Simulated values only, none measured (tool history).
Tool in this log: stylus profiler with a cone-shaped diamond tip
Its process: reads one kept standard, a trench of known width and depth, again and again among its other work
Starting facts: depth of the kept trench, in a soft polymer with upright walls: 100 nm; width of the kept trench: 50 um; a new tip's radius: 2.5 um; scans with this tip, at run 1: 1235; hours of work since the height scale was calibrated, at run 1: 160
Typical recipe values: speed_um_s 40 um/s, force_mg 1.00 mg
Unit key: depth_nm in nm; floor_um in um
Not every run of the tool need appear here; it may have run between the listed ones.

run,hour,speed_um_s,force_mg,scans with this tip,hours of work since the height scale was calibrated,depth_nm,floor_um
1,0.0,40,1.00,1235,160,100.76,48.18
2,39.0,40,1.47,1383,179,101.07,48.23
3,93.0,40,1.04,1587,205,100.78,48.15
4,155.6,40,1.04,1824,236,100.75,48.14
5,189.0,14,1.00,1950,252,100.72,48.30
6,230.7,14,1.00,2108,272,100.73,48.32
7,267.6,14,1.00,2248,290,100.72,48.29
8,317.5,14,1.00,2437,315,100.65,48.27
9,371.6,14,1.00,2641,341,100.74,48.25
10,402.0,40,1.00,2757,356,100.70,47.99
11,444.2,40,1.00,2916,377,100.66,48.01
12,515.5,40,2.13,3186,411,101.18,48.05
13,556.7,40,2.13,3342,432,101.09,48.08
14,598.5,104,1.00,3500,452,100.59,47.43
15,646.8,104,1.00,3683,476,100.62,47.39
16,711.2,104,1.00,3926,507,100.64,47.39
17,763.8,104,1.00,4126,533,100.61,47.36
18,808.7,104,1.00,4295,555,100.58,47.29
19,862.8,49,1.00,4500,581,100.50,47.80
20,892.4,49,0.63,4612,596,100.29,47.69
21,943.9,49,0.63,4807,621,100.40,47.67
22,988.1,49,0.63,4974,642,100.32,47.66
23,1041.1,49,0.63,5175,668,100.32,47.63
24,1087.8,46,2.30,5352,691,101.18,47.87
25,1116.8,46,2.30,5461,705,101.11,47.88
26,1173.8,46,2.30,5677,733,101.04,47.92
27,1209.7,23,1.81,5813,751,100.90,47.98
28,1268.4,23,1.81,6035,779,100.92,47.90
29,1302.0,89,0.69,6162,796,100.25,47.18
30,1334.4,89,0.69,6285,811,100.30,47.14
31,1393.7,117,0.54,6509,840,100.11,46.72
32,1464.2,12,1.02,6776,875,100.32,47.91
33,1493.7,16,2.89,6888,889,101.19,47.98
34,1558.0,40,0.74,7131,921,100.19,47.62
35,1600.8,40,0.74,7293,942,100.26,47.64
36,1632.3,40,1.94,7412,957,100.81,47.78
37,1693.5,109,0.68,7644,987,100.20,46.83
38,1744.8,109,0.68,7838,1012,100.16,46.90
39,1795.2,58,2.01,8028,1037,100.83,47.61
40,1862.0,24,1.44,8281,1069,100.43,47.82
# hour 1868.6: height scale calibrated on a step standard
41,1896.7,60,0.93,8411,14,100.70,47.43
42,1947.9,40,0.90,8604,39,100.72,47.54
43,2008.0,40,0.90,8832,68,100.69,47.56
44,2056.6,59,0.86,9016,92,100.73,47.33
45,2092.6,48,0.86,9152,109,100.71,47.39

Each row is a separate what-if for the run after 45, all from the same tool condition, not one after another. Results?
A,2133.2,77,0.49,9306,129,?,?
B,2133.2,15,0.76,9306,129,?,?
C,2133.2,40,0.55,9306,129,?,?
D,2133.2,160,0.55,9306,129,?,?

run,depth_nm,floor_um
A,100.38,46.92
B,100.64,47.66
C,100.51,47.45
D,100.50,46.04
Had the tool no hidden state, the same runs would have come out as:
run,depth_nm,floor_um
A,100.43,47.65
B,100.69,48.39
C,100.56,48.18
D,100.56,46.77

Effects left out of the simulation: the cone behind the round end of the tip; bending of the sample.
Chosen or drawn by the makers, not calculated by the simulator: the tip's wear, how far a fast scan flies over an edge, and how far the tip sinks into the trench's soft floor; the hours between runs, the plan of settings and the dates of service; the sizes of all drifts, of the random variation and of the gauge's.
